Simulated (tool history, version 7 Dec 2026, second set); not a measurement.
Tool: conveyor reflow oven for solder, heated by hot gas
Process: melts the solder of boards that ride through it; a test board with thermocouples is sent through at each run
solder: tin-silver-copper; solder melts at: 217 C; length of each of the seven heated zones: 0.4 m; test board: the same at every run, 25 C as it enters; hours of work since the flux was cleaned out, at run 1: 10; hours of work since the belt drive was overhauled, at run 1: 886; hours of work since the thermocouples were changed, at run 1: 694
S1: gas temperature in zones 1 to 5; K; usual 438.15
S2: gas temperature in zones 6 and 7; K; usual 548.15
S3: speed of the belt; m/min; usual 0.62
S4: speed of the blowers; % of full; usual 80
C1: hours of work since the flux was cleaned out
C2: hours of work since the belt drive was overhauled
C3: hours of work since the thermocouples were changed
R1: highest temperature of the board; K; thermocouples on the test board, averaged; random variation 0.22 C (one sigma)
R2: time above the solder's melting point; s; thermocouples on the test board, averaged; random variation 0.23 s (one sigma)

run	hour	S1	S2	S3	S4	C1	C2	C3	R1	R2
1	0	438.15	548.15	0.62	80	10	886	694	533.35	62.2
2	42.7	442.15	548.15	0.62	80	32	908	716	533.95	64
3	66.7	442.15	548.15	0.62	80	45	920	728	533.95	63.4
4	93.5	438.15	548.15	0.62	80	58	934	742	533.75	62.2
5	130.2	438.15	548.15	0.569	80	77	953	761	535.65	70.1
6	148.4	438.15	548.15	0.569	80	87	962	771	535.35	69.7
7	183.2	449.15	548.15	0.569	80	105	980	789	536.65	74
8	204	449.15	548.15	0.569	80	116	991	799	536.85	73.7
9	234.9	429.15	540.15	0.605	56	132	1007	815	517.25	47.1
10	275	448.15	549.15	0.62	80	152	1028	836	535.05	66.2

3 ways to go on from here, each from the tool as it stands after run 10. What would each give?
A	313.4	425.15	553.15	0.62	86	172	1048	856	?	?
B	313.4	443.15	546.15	0.71	80	172	1048	856	?	?
C	313.4	438.15	555.15	0.736	82	172	1048	856	?	?

run	R1	R2
A	536.85	60.9
B	527.15	51.5
C	533.65	51.5
Without the tool's hidden state the same runs would have given:
run	R1	R2
A	538.55	60.5
B	528.65	51.3
C	535.25	51.2
